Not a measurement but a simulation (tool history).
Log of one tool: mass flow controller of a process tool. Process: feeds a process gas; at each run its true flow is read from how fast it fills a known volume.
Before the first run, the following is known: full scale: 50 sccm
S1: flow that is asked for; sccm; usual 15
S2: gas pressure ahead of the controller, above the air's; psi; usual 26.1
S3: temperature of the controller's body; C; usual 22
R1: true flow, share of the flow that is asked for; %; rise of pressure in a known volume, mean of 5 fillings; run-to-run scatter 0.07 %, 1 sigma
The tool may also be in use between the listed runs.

run 1 day=0.000 | S1=15 S2=26.1 S3=22 | R1=98.57
run 2 day=8.396 | S1=15 S2=26.1 S3=22 | R1=98.38
run 3 day=13.029 | S1=15 S2=26.1 S3=22 | R1=98.46
run 4 day=20.912 | S1=15 S2=20.9 S3=22 | R1=98.26
run 5 day=27.012 | S1=15 S2=20.9 S3=22 | R1=98.13
run 6 day=32.250 | S1=15 S2=20.9 S3=22 | R1=97.97
run 7 day=40.592 | S1=15 S2=26.1 S3=22 | R1=98.13
run 8 day=46.779 | S1=15 S2=26.1 S3=22 | R1=98.11
run 9 day=55.862 | S1=15 S2=26.1 S3=22 | R1=98.18
run 10 day=62.054 | S1=15 S2=26.1 S3=22 | R1=98.08
run 11 day=66.242 | S1=15 S2=26.1 S3=22 | R1=98.01
run 12 day=74.429 | S1=15 S2=26.1 S3=22 | R1=97.80
run 13 day=80.588 | S1=15 S2=26.1 S3=22 | R1=97.83
run 14 day=88.350 | S1=15 S2=20.5 S3=22 | R1=97.77
run 15 day=98.071 | S1=15 S2=26.1 S3=22 | R1=97.75
run 16 day=102.579 | S1=15 S2=26.1 S3=22 | R1=97.71
run 17 day=111.042 | S1=15 S2=26.1 S3=34 | R1=98.66
run 18 day=119.012 | S1=6 S2=26.1 S3=34 | R1=98.16
run 19 day=125.204 | S1=6 S2=26.1 S3=34 | R1=98.08
run 20 day=132.442 | S1=15 S2=26.1 S3=22 | R1=97.51
run 21 day=137.550 | S1=15 S2=26.1 S3=22 | R1=97.42
run 22 day=143.583 | S1=15 S2=26.1 S3=22 | R1=97.41
-- day=145.100 gauge calibrated
run 23 day=152.338 | S1=15 S2=26.1 S3=22 | R1=98.51
run 24 day=158.312 | S1=15 S2=26.1 S3=22 | R1=98.53
run 25 day=165.304 | S1=15 S2=26.1 S3=28 | R1=98.80
run 26 day=171.704 | S1=15 S2=28.6 S3=28 | R1=98.79
run 27 day=181.312 | S1=15 S2=26.1 S3=22 | R1=98.22
-- day=185.062 controller's zero set anew
run 28 day=189.179 | S1=15 S2=30.6 S3=39 | R1=99.55
run 29 day=197.150 | S1=15 S2=20.3 S3=38 | R1=99.18
run 30 day=204.788 | S1=38 S2=34.8 S3=39 | R1=100.33
-- day=208.162 controller exchanged for a calibrated one
run 31 day=211.650 | S1=33 S2=26.1 S3=24 | R1=98.81
run 32 day=218.571 | S1=13 S2=35.2 S3=22 | R1=98.08
run 33 day=224.096 | S1=15 S2=31.3 S3=24 | R1=98.14
-- day=230.317 gauge calibrated
run 34 day=231.121 | S1=15 S2=31.3 S3=27 | R1=98.99
run 35 day=238.579 | S1=15 S2=31.3 S3=38 | R1=99.80
run 36 day=243.704 | S1=11 S2=33.8 S3=35 | R1=99.38
run 37 day=250.400 | S1=7 S2=35.7 S3=22 | R1=98.32
run 38 day=255.783 | S1=19 S2=21.3 S3=25 | R1=98.51
run 39 day=264.433 | S1=19 S2=21.3 S3=25 | R1=98.48
run 40 day=272.225 | S1=19 S2=21.3 S3=25 | R1=98.42
run 41 day=281.388 | S1=19 S2=21.3 S3=25 | R1=98.33
run 42 day=286.471 | S1=40 S2=26.1 S3=33 | R1=99.64
run 43 day=292.488 | S1=40 S2=26.1 S3=33 | R1=99.65
run 44 day=298.417 | S1=40 S2=26.1 S3=33 | R1=99.70
run 45 day=303.479 | S1=10 S2=27.8 S3=25 | R1=97.95
run 46 day=311.575 | S1=42 S2=37.3 S3=33 | R1=99.81
run 47 day=318.096 | S1=34 S2=29.7 S3=40 | R1=99.89

Each row is a separate what-if for the run after 47, all from the same tool condition, not one after another. Results?
run A day=324.942 | S1=15 S2=26.1 S3=30 | R1=?
run B day=324.942 | S1=15 S2=32.3 S3=22 | R1=?
run C day=324.942 | S1=25 S2=29.7 S3=39 | R1=?
run D day=324.942 | S1=15 S2=26.1 S3=29 | R1=?

run=A R1=98.36
run=B R1=97.86
run=C R1=99.33
run=D R1=98.22
Without the tool's unlogged condition, the same runs would have read:
run=A R1=99.12
run=B R1=98.62
run=C R1=100.10
run=D R1=98.98
